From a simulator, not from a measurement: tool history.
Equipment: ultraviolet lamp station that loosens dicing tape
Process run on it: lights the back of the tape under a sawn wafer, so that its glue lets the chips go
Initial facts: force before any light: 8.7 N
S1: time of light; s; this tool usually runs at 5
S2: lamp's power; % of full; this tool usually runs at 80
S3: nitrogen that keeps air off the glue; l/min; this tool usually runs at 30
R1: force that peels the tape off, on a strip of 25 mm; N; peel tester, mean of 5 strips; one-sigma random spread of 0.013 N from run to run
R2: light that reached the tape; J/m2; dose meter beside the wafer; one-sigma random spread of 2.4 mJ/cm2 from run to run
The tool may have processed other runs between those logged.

{"run": 1, "hour": 0.0, "S1": 5, "S2": 80, "S3": 30, "R1": 0.63, "R2": 2420}
{"run": 2, "hour": 27.9, "S1": 5, "S2": 80, "S3": 30, "R1": 0.687, "R2": 2360}
{"run": 3, "hour": 82.3, "S1": 5, "S2": 80, "S3": 21, "R1": 0.851, "R2": 2350}
{"run": 4, "hour": 123.3, "S1": 5, "S2": 80, "S3": 21, "R1": 0.869, "R2": 2250}
{"run": 5, "hour": 150.4, "S1": 5, "S2": 80, "S3": 30, "R1": 0.709, "R2": 2270}
{"run": 6, "hour": 178.9, "S1": 5, "S2": 80, "S3": 30, "R1": 0.77, "R2": 2230}
{"run": 7, "hour": 222.4, "S1": 5, "S2": 80, "S3": 30, "R1": 0.797, "R2": 2180}
{"run": 8, "hour": 248.8, "S1": 5, "S2": 80, "S3": 30, "R1": 0.835, "R2": 2200}
{"run": 9, "hour": 276.3, "S1": 5, "S2": 80, "S3": 30, "R1": 0.848, "R2": 2110}
{"run": 10, "hour": 324.7, "S1": 5, "S2": 80, "S3": 30, "R1": 0.897, "R2": 2060}
{"run": 11, "hour": 378.6, "S1": 5, "S2": 80, "S3": 30, "R1": 0.899, "R2": 2000}
{"run": 12, "hour": 410.4, "S1": 5, "S2": 80, "S3": 30, "R1": 0.935, "R2": 1990}
{"run": 13, "hour": 445.7, "S1": 2, "S2": 80, "S3": 30, "R1": 3.445, "R2": 790}
{"run": 14, "hour": 473.7, "S1": 2, "S2": 94, "S3": 30, "R1": 3.081, "R2": 930}
{"run": 15, "hour": 507.6, "S1": 5, "S2": 80, "S3": 30, "R1": 1.005, "R2": 1950}
{"run": 16, "hour": 550.3, "S1": 3, "S2": 80, "S3": 30, "R1": 2.233, "R2": 1140}
{"run": 17, "hour": 596.3, "S1": 3, "S2": 80, "S3": 30, "R1": 1.935, "R2": 1270}
{"run": 18, "hour": 647.0, "S1": 3, "S2": 80, "S3": 30, "R1": 1.996, "R2": 1230}
{"run": 19, "hour": 685.6, "S1": 5, "S2": 80, "S3": 30, "R1": 0.866, "R2": 2090}
{"run": 20, "hour": 731.5, "S1": 7, "S2": 80, "S3": 30, "R1": 0.508, "R2": 2790}
{"run": 21, "hour": 785.3, "S1": 7, "S2": 80, "S3": 30, "R1": 0.55, "R2": 2680}
{"run": 22, "hour": 820.9, "S1": 5, "S2": 80, "S3": 30, "R1": 1.004, "R2": 1910}
{"run": 23, "hour": 849.3, "S1": 6, "S2": 67, "S3": 15, "R1": 1.479, "R2": 1880}
{"run": 24, "hour": 886.6, "S1": 6, "S2": 67, "S3": 10, "R1": 1.78, "R2": 1880}
{"run": 25, "hour": 923.6, "S1": 6, "S2": 67, "S3": 10, "R1": 1.838, "R2": 1820}
{"run": 26, "hour": 973.6, "S1": 7, "S2": 80, "S3": 30, "R1": 0.629, "R2": 2490}
{"run": 27, "hour": 1022.4, "S1": 4, "S2": 80, "S3": 58, "R1": 1.362, "R2": 1370}
{"run": 28, "hour": 1074.0, "S1": 4, "S2": 80, "S3": 58, "R1": 1.45, "R2": 1350}
{"run": 29, "hour": 1116.7, "S1": 8, "S2": 61, "S3": 30, "R1": 0.966, "R2": 2020}
{"run": 30, "hour": 1174.3, "S1": 2, "S2": 80, "S3": 30, "R1": 3.912, "R2": 620}
{"run": 31, "hour": 1197.8, "S1": 2, "S2": 80, "S3": 30, "R1": 4.065, "R2": 670}
{"run": 32, "hour": 1228.3, "S1": 7, "S2": 79, "S3": 37, "R1": 0.749, "R2": 2140}
{"run": 33, "hour": 1269.9, "S1": 3, "S2": 80, "S3": 35, "R1": 2.9, "R2": 940}
{"run": 34, "hour": 1295.7, "S1": 5, "S2": 65, "S3": 35, "R1": 1.963, "R2": 1210}
{"run": 35, "hour": 1331.6, "S1": 5, "S2": 65, "S3": 35, "R1": 2.004, "R2": 1160}
{"run": 36, "hour": 1373.8, "S1": 5, "S2": 65, "S3": 35, "R1": 1.682, "R2": 1330}
{"run": 37, "hour": 1416.1, "S1": 5, "S2": 65, "S3": 35, "R1": 1.699, "R2": 1350}
{"run": 38, "hour": 1444.8, "S1": 5, "S2": 65, "S3": 35, "R1": 1.753, "R2": 1330}
{"run": 39, "hour": 1502.2, "S1": 3, "S2": 62, "S3": 39, "R1": 3.226, "R2": 740}
{"run": 40, "hour": 1549.6, "S1": 3, "S2": 62, "S3": 39, "R1": 3.452, "R2": 710}
{"run": 41, "hour": 1608.1, "S1": 5, "S2": 98, "S3": 30, "R1": 0.436, "R2": 2980}
{"run": 42, "hour": 1664.0, "S1": 3, "S2": 96, "S3": 27, "R1": 1.265, "R2": 1720}
{"run": 43, "hour": 1695.4, "S1": 3, "S2": 96, "S3": 27, "R1": 1.331, "R2": 1670}

Taken out of this log: 3 entries between the listed runs. Where each belongs, and how the hidden state differs across it:
Runs 16 to 17: window cleaned of glue's vapour (hour 566.3)
  lamp's light, % of a new lamp's: 84.5 -> 83.3; light that the window lets through, % of a clean one's: 85.4 -> 98.7
  measured minus no-state result, R1: +0.836 -> +0.494 N; R2: -440 -> -270 J/m2
Runs 35 to 36: window cleaned of glue's vapour (hour 1357.0)
  lamp's light, % of a new lamp's: 67.1 -> 66.1; light that the window lets through, % of a clean one's: 84.1 -> 99.4
  measured minus no-state result, R1: +1.226 -> +0.866 N; R2: -910 -> -730 J/m2
Runs 40 to 41: lamp changed (hour 1584.4)
  lamp's light, % of a new lamp's: 62.1 -> 99.3; light that the window lets through, % of a clean one's: 95.9 -> 94.7
  measured minus no-state result, R1: +1.530 -> +0.040 N; R2: -490 -> -190 J/m2
